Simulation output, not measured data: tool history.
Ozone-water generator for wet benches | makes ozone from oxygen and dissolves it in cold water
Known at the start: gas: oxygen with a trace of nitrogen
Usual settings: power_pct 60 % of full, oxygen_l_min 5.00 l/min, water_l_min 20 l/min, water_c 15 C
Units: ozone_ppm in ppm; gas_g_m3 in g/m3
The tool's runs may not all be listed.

run 1 hour=0.0 | power_pct=60 oxygen_l_min=5.00 water_l_min=20 water_c=15 | ozone_ppm=14.4 gas_g_m3=136.1
run 2 hour=33.5 | power_pct=60 oxygen_l_min=5.00 water_l_min=23 water_c=15 | ozone_ppm=12.6 gas_g_m3=135.4
run 3 hour=79.0 | power_pct=60 oxygen_l_min=5.00 water_l_min=23 water_c=15 | ozone_ppm=12.7 gas_g_m3=136.5
run 4 hour=154.0 | power_pct=60 oxygen_l_min=5.00 water_l_min=23 water_c=15 | ozone_ppm=12.6 gas_g_m3=133.7
run 5 hour=208.1 | power_pct=60 oxygen_l_min=5.00 water_l_min=23 water_c=15 | ozone_ppm=12.4 gas_g_m3=135.6
run 6 hour=287.7 | power_pct=60 oxygen_l_min=5.00 water_l_min=23 water_c=15 | ozone_ppm=12.5 gas_g_m3=134.5
run 7 hour=347.8 | power_pct=60 oxygen_l_min=5.00 water_l_min=20 water_c=8 | ozone_ppm=15.5 gas_g_m3=134.5
run 8 hour=418.0 | power_pct=60 oxygen_l_min=5.00 water_l_min=20 water_c=8 | ozone_ppm=15.5 gas_g_m3=135.5
run 9 hour=472.7 | power_pct=60 oxygen_l_min=5.00 water_l_min=20 water_c=8 | ozone_ppm=15.5 gas_g_m3=134.1
run 10 hour=531.9 | power_pct=60 oxygen_l_min=5.00 water_l_min=20 water_c=15 | ozone_ppm=14.2 gas_g_m3=134.7
run 11 hour=578.6 | power_pct=66 oxygen_l_min=5.00 water_l_min=20 water_c=15 | ozone_ppm=15.3 gas_g_m3=145.1
run 12 hour=617.6 | power_pct=60 oxygen_l_min=5.00 water_l_min=20 water_c=15 | ozone_ppm=14.1 gas_g_m3=134.3
run 13 hour=668.8 | power_pct=60 oxygen_l_min=5.00 water_l_min=20 water_c=15 | ozone_ppm=14.3 gas_g_m3=132.5
run 14 hour=736.4 | power_pct=70 oxygen_l_min=5.00 water_l_min=20 water_c=15 | ozone_ppm=15.8 gas_g_m3=149.0
run 15 hour=813.5 | power_pct=48 oxygen_l_min=2.78 water_l_min=20 water_c=15 | ozone_ppm=11.6 gas_g_m3=161.3
run 16 hour=875.1 | power_pct=48 oxygen_l_min=7.92 water_l_min=20 water_c=11 | ozone_ppm=12.5 gas_g_m3=87.8
run 17 hour=941.7 | power_pct=48 oxygen_l_min=7.92 water_l_min=20 water_c=11 | ozone_ppm=12.7 gas_g_m3=88.6
run 18 hour=983.6 | power_pct=82 oxygen_l_min=7.92 water_l_min=20 water_c=20 | ozone_ppm=15.6 gas_g_m3=127.6
run 19 hour=1046.4 | power_pct=82 oxygen_l_min=7.92 water_l_min=20 water_c=20 | ozone_ppm=15.3 gas_g_m3=126.3
run 20 hour=1116.2 | power_pct=80 oxygen_l_min=5.00 water_l_min=13 water_c=15 | ozone_ppm=23.6 gas_g_m3=163.1
run 21 hour=1196.7 | power_pct=60 oxygen_l_min=8.63 water_l_min=27 water_c=11 | ozone_ppm=11.6 gas_g_m3=98.9
run 22 hour=1277.1 | power_pct=56 oxygen_l_min=3.57 water_l_min=27 water_c=11 | ozone_ppm=10.3 gas_g_m3=154.4
run 23 hour=1330.4 | power_pct=49 oxygen_l_min=5.38 water_l_min=17 water_c=11 | ozone_ppm=14.7 gas_g_m3=114.1
run 24 hour=1402.1 | power_pct=50 oxygen_l_min=5.00 water_l_min=24 water_c=15 | ozone_ppm=10.6 gas_g_m3=118.8
run 25 hour=1464.5 | power_pct=50 oxygen_l_min=5.00 water_l_min=24 water_c=15 | ozone_ppm=10.7 gas_g_m3=118.0
run 26 hour=1509.7 | power_pct=50 oxygen_l_min=5.00 water_l_min=20 water_c=8 | ozone_ppm=13.5 gas_g_m3=118.5
run 27 hour=1544.8 | power_pct=50 oxygen_l_min=5.00 water_l_min=20 water_c=8 | ozone_ppm=13.4 gas_g_m3=118.3

Measured less the same run without the tool's hidden state. The same run-to-run variation is in both; the gauge's scatter may not be:
The hidden state here: yield of the discharge, % of new electrodes'; contactor's efficiency, % of a clean one's; true water temperature over the reading, C; drift of the gauge itself on ozone_ppm, %; drift of the gauge itself on gas_g_m3, %.
run=1 ozone_ppm=-0.3 gas_g_m3=-3.1
run=2 ozone_ppm=-0.3 gas_g_m3=-3.1
run=3 ozone_ppm=-0.4 gas_g_m3=-3.1
run=4 ozone_ppm=-0.3 gas_g_m3=-3.2
run=5 ozone_ppm=-0.3 gas_g_m3=-3.2
run=6 ozone_ppm=-0.4 gas_g_m3=-3.3
run=7 ozone_ppm=-0.5 gas_g_m3=-3.4
run=8 ozone_ppm=-0.5 gas_g_m3=-3.4
run=9 ozone_ppm=-0.5 gas_g_m3=-3.5
run=10 ozone_ppm=-0.5 gas_g_m3=-3.6
run=11 ozone_ppm=-0.5 gas_g_m3=-4.2
run=12 ozone_ppm=-0.5 gas_g_m3=-3.6
run=13 ozone_ppm=-0.4 gas_g_m3=-3.7
run=14 ozone_ppm=-0.6 gas_g_m3=-4.6
run=15 ozone_ppm=-0.3 gas_g_m3=-3.7
run=16 ozone_ppm=-0.4 gas_g_m3=-2.1
run=17 ozone_ppm=-0.4 gas_g_m3=-2.1
run=18 ozone_ppm=-0.7 gas_g_m3=-4.7
run=19 ozone_ppm=-0.8 gas_g_m3=-4.7
run=20 ozone_ppm=-1.1 gas_g_m3=-6.1
run=21 ozone_ppm=-0.5 gas_g_m3=-3.1
run=22 ozone_ppm=-0.4 gas_g_m3=-4.7
run=23 ozone_ppm=-0.6 gas_g_m3=-3.1
run=24 ozone_ppm=-0.4 gas_g_m3=-3.4
run=25 ozone_ppm=-0.4 gas_g_m3=-3.4
run=26 ozone_ppm=-0.6 gas_g_m3=-3.4
run=27 ozone_ppm=-0.6 gas_g_m3=-3.4
